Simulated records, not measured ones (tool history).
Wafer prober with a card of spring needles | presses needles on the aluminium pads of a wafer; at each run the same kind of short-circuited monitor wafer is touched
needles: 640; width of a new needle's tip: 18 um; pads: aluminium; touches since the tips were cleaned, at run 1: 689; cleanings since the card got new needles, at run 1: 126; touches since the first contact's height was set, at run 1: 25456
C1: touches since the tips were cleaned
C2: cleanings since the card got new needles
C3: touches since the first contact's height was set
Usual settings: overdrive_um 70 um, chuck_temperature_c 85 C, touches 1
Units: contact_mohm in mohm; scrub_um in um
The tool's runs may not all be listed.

run 1 hour=0.0 | overdrive_um=70 chuck_temperature_c=85 touches=1 | C1=689 C2=126 C3=25456 | contact_mohm=117 scrub_um=17.03
-- hour=2.6 tips cleaned on abrasive film
-- hour=7.1 tips cleaned on abrasive film
-- hour=11.6 tips cleaned on abrasive film
-- hour=15.9 tips cleaned on abrasive film
run 2 hour=17.7 | overdrive_um=57 chuck_temperature_c=85 touches=1 | C1=855 C2=130 C3=33338 | contact_mohm=126 scrub_um=13.76
-- hour=20.2 tips cleaned on abrasive film
-- hour=23.8 tips cleaned on abrasive film
run 3 hour=26.4 | overdrive_um=57 chuck_temperature_c=103 touches=1 | C1=1188 C2=132 C3=37190 | contact_mohm=132 scrub_um=13.79
-- hour=28.3 tips cleaned on abrasive film
-- hour=31.9 tips cleaned on abrasive film
-- hour=35.5 tips cleaned on abrasive film
run 4 hour=36.7 | overdrive_um=70 chuck_temperature_c=85 touches=2 | C1=531 C2=135 C3=41716 | contact_mohm=113 scrub_um=16.68
-- hour=39.4 tips cleaned on abrasive film
-- hour=43.8 tips cleaned on abrasive film
run 5 hour=46.8 | overdrive_um=70 chuck_temperature_c=85 touches=2 | C1=1339 C2=137 C3=46209 | contact_mohm=120 scrub_um=16.84
-- hour=47.8 tips cleaned on abrasive film
-- hour=51.8 tips cleaned on abrasive film
run 6 hour=54.2 | overdrive_um=70 chuck_temperature_c=85 touches=1 | C1=1071 C2=139 C3=49484 | contact_mohm=120 scrub_um=16.84
-- hour=56.0 tips cleaned on abrasive film
-- hour=59.6 tips cleaned on abrasive film
-- hour=63.6 tips cleaned on abrasive film
run 7 hour=63.6 | overdrive_um=56 chuck_temperature_c=85 touches=1 | C1=0 C2=142 C3=53616 | contact_mohm=118 scrub_um=13.43
-- hour=68.1 tips cleaned on abrasive film
-- hour=72.4 tips cleaned on abrasive film
run 8 hour=72.7 | overdrive_um=71 chuck_temperature_c=85 touches=1 | C1=140 C2=144 C3=57666 | contact_mohm=114 scrub_um=16.94
-- hour=76.2 tips cleaned on abrasive film
-- hour=80.7 tips cleaned on abrasive film
run 9 hour=80.8 | overdrive_um=70 chuck_temperature_c=85 touches=1 | C1=31 C2=146 C3=61238 | contact_mohm=113 scrub_um=16.65
-- hour=84.4 tips cleaned on abrasive film
-- hour=88.8 tips cleaned on abrasive film
-- hour=92.4 tips cleaned on abrasive film
-- hour=96.0 tips cleaned on abrasive film
run 10 hour=98.0 | overdrive_um=70 chuck_temperature_c=85 touches=1 | C1=904 C2=150 C3=68891 | contact_mohm=120 scrub_um=16.70
-- hour=99.9 tips cleaned on abrasive film
-- hour=104.3 tips cleaned on abrasive film
-- hour=108.6 tips cleaned on abrasive film
-- hour=112.2 tips cleaned on abrasive film
run 11 hour=115.2 | overdrive_um=70 chuck_temperature_c=85 touches=1 | C1=1336 C2=154 C3=76510 | contact_mohm=125 scrub_um=16.62
-- hour=116.2 tips cleaned on abrasive film
-- hour=119.8 tips cleaned on abrasive film
-- hour=124.1 tips cleaned on abrasive film
-- hour=127.7 tips cleaned on abrasive film
run 12 hour=131.1 | overdrive_um=70 chuck_temperature_c=85 touches=1 | C1=1538 C2=158 C3=83567 | contact_mohm=122 scrub_um=16.59
-- hour=132.1 tips cleaned on abrasive film
-- hour=135.7 tips cleaned on abrasive film
-- hour=140.1 tips cleaned on abrasive film
-- hour=144.6 tips cleaned on abrasive film
run 13 hour=147.3 | overdrive_um=70 chuck_temperature_c=85 touches=1 | C1=1213 C2=162 C3=90726 | contact_mohm=124 scrub_um=16.61
-- hour=148.2 tips cleaned on abrasive film
-- hour=151.9 tips cleaned on abrasive film
-- hour=156.2 tips cleaned on abrasive film
-- hour=160.3 tips cleaned on abrasive film
-- hour=163.9 tips cleaned on abrasive film
run 14 hour=164.0 | overdrive_um=70 chuck_temperature_c=85 touches=1 | C1=60 C2=167 C3=98108 | contact_mohm=113 scrub_um=16.36
-- hour=167.6 tips cleaned on abrasive film
-- hour=171.3 tips cleaned on abrasive film
run 15 hour=173.2 | overdrive_um=70 chuck_temperature_c=85 touches=1 | C1=890 C2=169 C3=102198 | contact_mohm=121 scrub_um=16.47
-- hour=175.1 tips cleaned on abrasive film
-- hour=178.7 tips cleaned on abrasive film
-- hour=182.3 tips cleaned on abrasive film
-- hour=185.9 tips cleaned on abrasive film
-- hour=190.0 tips cleaned on abrasive film
run 16 hour=190.0 | overdrive_um=90 chuck_temperature_c=54 touches=1 | C1=0 C2=174 C3=109612 | contact_mohm=108 scrub_um=21.30

The next listed run, before its measurement:
-- hour=193.7 tips cleaned on abrasive film
-- hour=197.8 tips cleaned on abrasive film
run 17 hour=197.8 | overdrive_um=58 chuck_temperature_c=85 touches=2 | C1=0 C2=176 C3=113054 | contact_mohm=? scrub_um=?

Run 17 gave contact_mohm 116 mohm, scrub_um 13.44 um.
Without the tool's hidden state the same run would have given contact_mohm 112 mohm, scrub_um 14.40 um.
